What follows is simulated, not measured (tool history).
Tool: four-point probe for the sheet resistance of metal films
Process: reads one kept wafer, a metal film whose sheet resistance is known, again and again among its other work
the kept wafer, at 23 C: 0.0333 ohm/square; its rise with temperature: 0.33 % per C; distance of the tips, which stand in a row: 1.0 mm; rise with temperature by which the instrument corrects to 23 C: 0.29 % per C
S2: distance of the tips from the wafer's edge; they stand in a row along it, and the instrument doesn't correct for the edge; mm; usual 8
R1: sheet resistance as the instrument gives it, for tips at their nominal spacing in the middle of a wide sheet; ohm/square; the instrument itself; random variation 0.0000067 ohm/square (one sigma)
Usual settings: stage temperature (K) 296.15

run 1 hour=0 | stage_temperature_(K)=296.15 S2=8 | R1=0.03339
run 2 hour=7.9 | stage_temperature_(K)=296.15 S2=5 | R1=0.033805
run 3 hour=15.8 | stage_temperature_(K)=296.15 S2=12 | R1=0.033218
run 4 hour=26.8 | stage_temperature_(K)=296.15 S2=12 | R1=0.033232
run 5 hour=38.3 | stage_temperature_(K)=301.15 S2=12 | R1=0.033309
run 6 hour=51.9 | stage_temperature_(K)=301.15 S2=12 | R1=0.033308
run 7 hour=66.7 | stage_temperature_(K)=301.15 S2=12 | R1=0.033316
run 8 hour=77 | stage_temperature_(K)=295.15 S2=5 | R1=0.033798
run 9 hour=87.7 | stage_temperature_(K)=298.15 S2=7 | R1=0.033501
run 10 hour=100.4 | stage_temperature_(K)=308.15 S2=41 | R1=0.033291
run 11 hour=112.3 | stage_temperature_(K)=308.15 S2=41 | R1=0.03331

Not shown: 1 entry that the log had between the listed runs. Between which runs, and how does the tool's hidden state differ before and after?
Between runs 5 and 6: stage's thermometer calibrated (hour 40)
  inner tips' distance over the nominal, %: -0.519 -> -0.518; wafer's true temperature over the reading, C: -0.01 -> -0.02
  measured less the result without the state, R1: -0.000189 -> -0.000189 ohm/square

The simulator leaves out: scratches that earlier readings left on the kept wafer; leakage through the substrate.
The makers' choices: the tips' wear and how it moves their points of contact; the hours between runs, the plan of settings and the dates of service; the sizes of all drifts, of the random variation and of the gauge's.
